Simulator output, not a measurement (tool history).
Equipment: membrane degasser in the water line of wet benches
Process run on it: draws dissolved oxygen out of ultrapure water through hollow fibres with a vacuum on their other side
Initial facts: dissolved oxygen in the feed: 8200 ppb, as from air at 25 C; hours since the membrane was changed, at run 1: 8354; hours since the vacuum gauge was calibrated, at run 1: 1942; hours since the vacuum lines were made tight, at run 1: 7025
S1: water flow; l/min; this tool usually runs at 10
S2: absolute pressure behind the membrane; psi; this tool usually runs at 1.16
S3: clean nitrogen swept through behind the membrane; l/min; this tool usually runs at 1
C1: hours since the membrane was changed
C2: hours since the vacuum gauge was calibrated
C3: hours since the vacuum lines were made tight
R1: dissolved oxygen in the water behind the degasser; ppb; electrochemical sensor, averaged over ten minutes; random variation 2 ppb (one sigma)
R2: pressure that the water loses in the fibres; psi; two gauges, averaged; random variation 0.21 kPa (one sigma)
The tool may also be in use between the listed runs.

run 1 hour=0 | S1=10 S2=1.16 S3=1 | C1=8354 C2=1942 C3=7025 | R1=216.2 R2=7.591
-- hour=56.3 seals of the vacuum lines changed
run 2 hour=159.7 | S1=10 S2=1.16 S3=1 | C1=8512 C2=2099 C3=103 | R1=212.8 R2=7.597
run 3 hour=532.9 | S1=10 S2=1.16 S3=1 | C1=8885 C2=2473 C3=477 | R1=211.4 R2=7.597
run 4 hour=775.4 | S1=10 S2=1.16 S3=0.69 | C1=9127 C2=2715 C3=719 | R1=257.9 R2=7.632
run 5 hour=1114.5 | S1=10 S2=1.197 S3=1 | C1=9466 C2=3054 C3=1058 | R1=217.7 R2=7.63
run 6 hour=1479.1 | S1=10 S2=1.16 S3=1 | C1=9831 C2=3419 C3=1423 | R1=215.8 R2=7.606
run 7 hour=1800.2 | S1=10 S2=0.957 S3=1 | C1=10152 C2=3740 C3=1744 | R1=182.9 R2=7.614
run 8 hour=2089.8 | S1=10 S2=1.16 S3=1 | C1=10442 C2=4030 C3=2034 | R1=218.9 R2=7.607
run 9 hour=2384.6 | S1=10 S2=1.16 S3=1 | C1=10736 C2=4324 C3=2328 | R1=214.7 R2=7.712
run 10 hour=2610.1 | S1=10 S2=1.16 S3=1 | C1=10962 C2=4550 C3=2554 | R1=217.4 R2=7.619
-- hour=2635.5 vacuum gauge calibrated
run 11 hour=2900.8 | S1=10 S2=1.16 S3=1 | C1=11252 C2=265 C3=2844 | R1=218.2 R2=7.6
run 12 hour=3085.4 | S1=10 S2=1.16 S3=1 | C1=11437 C2=450 C3=3029 | R1=220.8 R2=7.613
run 13 hour=3286 | S1=10 S2=1.16 S3=1 | C1=11637 C2=650 C3=3229 | R1=221.3 R2=7.687
-- hour=3330.3 vacuum gauge calibrated, once more
run 14 hour=3617.8 | S1=10 S2=1.16 S3=1 | C1=11969 C2=287 C3=3560 | R1=218.7 R2=7.691
run 15 hour=3930.6 | S1=10 S2=1.16 S3=1 | C1=12282 C2=600 C3=3873 | R1=217.6 R2=7.68
run 16 hour=4092.9 | S1=10 S2=1.16 S3=1 | C1=12444 C2=763 C3=4036 | R1=218.6 R2=7.654
run 17 hour=4373.9 | S1=10 S2=1.16 S3=1 | C1=12725 C2=1044 C3=4317 | R1=214.7 R2=7.678
run 18 hour=4656.3 | S1=10 S2=1.16 S3=1 | C1=13007 C2=1326 C3=4599 | R1=218.2 R2=7.69
run 19 hour=4891.3 | S1=10 S2=1.16 S3=1 | C1=13242 C2=1561 C3=4834 | R1=217.4 R2=7.722

What does the tool deliver on the next run?
run 20 hour=5149.9 | S1=7 S2=2.721 S3=0.53 | C1=13501 C2=1820 C3=5093 | R1=? R2=?

For run 20 the tool returned R1 526.9 ppb, R2 5.349 psi.
On a tool with no hidden condition, and with the same random variation, this run would have come out at R1 498 ppb, R2 5.142 psi.
